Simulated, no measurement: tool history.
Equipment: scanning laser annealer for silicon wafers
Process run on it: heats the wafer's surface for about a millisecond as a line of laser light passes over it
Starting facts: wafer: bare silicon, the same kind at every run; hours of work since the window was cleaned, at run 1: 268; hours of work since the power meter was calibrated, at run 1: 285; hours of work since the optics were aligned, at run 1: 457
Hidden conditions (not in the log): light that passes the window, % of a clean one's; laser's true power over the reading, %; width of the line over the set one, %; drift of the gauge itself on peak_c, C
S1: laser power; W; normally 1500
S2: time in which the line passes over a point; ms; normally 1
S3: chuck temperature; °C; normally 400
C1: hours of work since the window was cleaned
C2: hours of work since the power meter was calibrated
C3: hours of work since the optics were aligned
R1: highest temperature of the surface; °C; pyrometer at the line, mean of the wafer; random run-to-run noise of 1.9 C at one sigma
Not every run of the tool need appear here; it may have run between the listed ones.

run    day    S1    S2   S3   C1   C2   C3    R1
  1      0  1500     1  400  268  285  457  1129
  2  0.321  1500     1  407  273  290  461  1141
  3  0.825  1500   1.2  400  280  297  469  1197
  4  1.208  1500   1.2  400  286  302  474  1201
  5  1.788  1500     1  400  294  310  482  1131
  6  2.096  1500     1  400  298  315  487  1134
  7  2.688  1500     1  400  307  323  495  1130
  8  3.175  1500     1  400  314  330  502  1132
  9  3.567  1357     1  400  319  336  508  1050
 10  3.971  1455  1.02  400  325  341  513  1111
 11  4.267  1455  1.02  400  329  346  518  1109
 12  4.654  1502  0.97  410  335  351  523  1126
 13  5.017  1502  0.97  410  340  356  528  1131
 14    5.7  1519  0.97  410  349  366  538  1138

Below are 3 alternative next runs, each starting from the tool's condition after run 14. Predict each:
  A  6.229  1564   0.9  410  357  374  545   ?
  B  6.229  1424  0.89  432  357  374  545   ?
  C  6.229  1368     1  400  357  374  545   ?

run    R1
  A  1135
  B  1079
  C  1054
With the hidden condition removed and each run's random variation left untouched, the same runs would have given:
run    R1
  A  1169
  B  1109
  C  1085
